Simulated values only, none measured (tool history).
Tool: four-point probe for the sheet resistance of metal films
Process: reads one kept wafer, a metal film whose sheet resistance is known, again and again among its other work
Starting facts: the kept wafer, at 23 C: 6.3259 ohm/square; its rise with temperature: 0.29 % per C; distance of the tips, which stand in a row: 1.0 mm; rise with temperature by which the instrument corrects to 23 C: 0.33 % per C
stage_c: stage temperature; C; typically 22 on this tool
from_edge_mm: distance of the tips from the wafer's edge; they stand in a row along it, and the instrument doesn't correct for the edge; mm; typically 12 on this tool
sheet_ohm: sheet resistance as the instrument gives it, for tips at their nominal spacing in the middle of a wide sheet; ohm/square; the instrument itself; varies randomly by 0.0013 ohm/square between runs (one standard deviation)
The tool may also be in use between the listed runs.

run 1 hour=0 | stage_c=22 from_edge_mm=12 | sheet_ohm=6.285359
run 2 hour=58.1 | stage_c=22 from_edge_mm=12 | sheet_ohm=6.283435
run 3 hour=98.2 | stage_c=22 from_edge_mm=12 | sheet_ohm=6.282821
run 4 hour=160 | stage_c=22 from_edge_mm=5 | sheet_ohm=6.390122
run 5 hour=204.4 | stage_c=22 from_edge_mm=5 | sheet_ohm=6.388996
run 6 hour=262.9 | stage_c=22 from_edge_mm=12 | sheet_ohm=6.279502
run 7 hour=327.7 | stage_c=22 from_edge_mm=12 | sheet_ohm=6.342053
run 8 hour=377.8 | stage_c=22 from_edge_mm=12 | sheet_ohm=6.338718
run 9 hour=424.7 | stage_c=22 from_edge_mm=41 | sheet_ohm=6.316309
run 10 hour=469.6 | stage_c=22 from_edge_mm=41 | sheet_ohm=6.3152
run 11 hour=502.4 | stage_c=22 from_edge_mm=12 | sheet_ohm=6.336003
run 12 hour=563.2 | stage_c=22 from_edge_mm=12 | sheet_ohm=6.332126
run 13 hour=608.3 | stage_c=22 from_edge_mm=12 | sheet_ohm=6.330534
run 14 hour=647.2 | stage_c=22 from_edge_mm=12 | sheet_ohm=6.31355
run 15 hour=674.5 | stage_c=22 from_edge_mm=12 | sheet_ohm=6.31414
run 16 hour=739.3 | stage_c=22 from_edge_mm=12 | sheet_ohm=6.311158
run 17 hour=766.7 | stage_c=22 from_edge_mm=47 | sheet_ohm=6.289797
run 18 hour=825.4 | stage_c=22 from_edge_mm=47 | sheet_ohm=6.283706
run 19 hour=882 | stage_c=22 from_edge_mm=12 | sheet_ohm=6.303373
run 20 hour=948.2 | stage_c=22 from_edge_mm=12 | sheet_ohm=6.301573
run 21 hour=1011.8 | stage_c=22 from_edge_mm=12 | sheet_ohm=6.298154
run 22 hour=1060.2 | stage_c=22 from_edge_mm=12 | sheet_ohm=6.294687
run 23 hour=1102.9 | stage_c=22 from_edge_mm=12 | sheet_ohm=6.294848
run 24 hour=1151.1 | stage_c=23 from_edge_mm=63 | sheet_ohm=6.266419
run 25 hour=1184.6 | stage_c=23 from_edge_mm=63 | sheet_ohm=6.264971
run 26 hour=1216.6 | stage_c=23 from_edge_mm=15 | sheet_ohm=6.278822
run 27 hour=1248 | stage_c=22 from_edge_mm=23 | sheet_ohm=6.27202
run 28 hour=1282.9 | stage_c=25 from_edge_mm=63 | sheet_ohm=6.253615
run 29 hour=1344.9 | stage_c=28 from_edge_mm=41 | sheet_ohm=6.244478
run 30 hour=1378.4 | stage_c=30 from_edge_mm=4 | sheet_ohm=6.440056
run 31 hour=1408.8 | stage_c=24 from_edge_mm=43 | sheet_ohm=6.253075
run 32 hour=1438.1 | stage_c=24 from_edge_mm=43 | sheet_ohm=6.252211
run 33 hour=1503.4 | stage_c=23 from_edge_mm=68 | sheet_ohm=6.252832
run 34 hour=1545.3 | stage_c=23 from_edge_mm=68 | sheet_ohm=6.248369
run 35 hour=1582.3 | stage_c=29 from_edge_mm=68 | sheet_ohm=6.230908
run 36 hour=1621.2 | stage_c=24 from_edge_mm=68 | sheet_ohm=6.242132
run 37 hour=1669.7 | stage_c=25 from_edge_mm=27 | sheet_ohm=6.242718
run 38 hour=1706.2 | stage_c=32 from_edge_mm=16 | sheet_ohm=6.230296
run 39 hour=1747.4 | stage_c=19 from_edge_mm=28 | sheet_ohm=6.255318
run 40 hour=1808.4 | stage_c=19 from_edge_mm=28 | sheet_ohm=6.255513
run 41 hour=1841.9 | stage_c=19 from_edge_mm=28 | sheet_ohm=6.248974
run 42 hour=1883.7 | stage_c=23 from_edge_mm=20 | sheet_ohm=6.2422
run 43 hour=1939.5 | stage_c=29 from_edge_mm=7 | sheet_ohm=6.284414
run 44 hour=1997.7 | stage_c=27 from_edge_mm=7 | sheet_ohm=6.284129
run 45 hour=2034.6 | stage_c=24 from_edge_mm=4 | sheet_ohm=6.427294
run 46 hour=2088.7 | stage_c=20 from_edge_mm=22 | sheet_ohm=6.240589

Put back what was entered between runs (3 entries, withheld): which listed runs does each sit between, and how does the hidden state differ from the listed run before to the listed run after?
Run 5 -> run 6: stage's thermometer calibrated (hour 250.9)
  inner tips' distance over the nominal, %: -1.22 -> -1.263; tips' flats over new ones', %: 62 -> 64; wafer's true temperature over the reading, C: 0.58 -> 0.69
  measured value less the no-hidden-state value, sheet_ohm: -0.074359 -> -0.074077 ohm/square
Run 6 -> run 7: new probe head fitted (hour 289.7)
  inner tips' distance over the nominal, %: -1.263 -> -0.339; tips' flats over new ones', %: 64 -> 1; wafer's true temperature over the reading, C: 0.69 -> 0.71
  measured value less the no-hidden-state value, sheet_ohm: -0.074077 -> -0.01026 ohm/square
Run 13 -> run 14: stage's thermometer calibrated, once more (hour 620)
  inner tips' distance over the nominal, %: -0.534 -> -0.562; tips' flats over new ones', %: 10 -> 11; wafer's true temperature over the reading, C: 0.78 -> 0.03
  measured value less the no-hidden-state value, sheet_ohm: -0.022344 -> -0.038094 ohm/square

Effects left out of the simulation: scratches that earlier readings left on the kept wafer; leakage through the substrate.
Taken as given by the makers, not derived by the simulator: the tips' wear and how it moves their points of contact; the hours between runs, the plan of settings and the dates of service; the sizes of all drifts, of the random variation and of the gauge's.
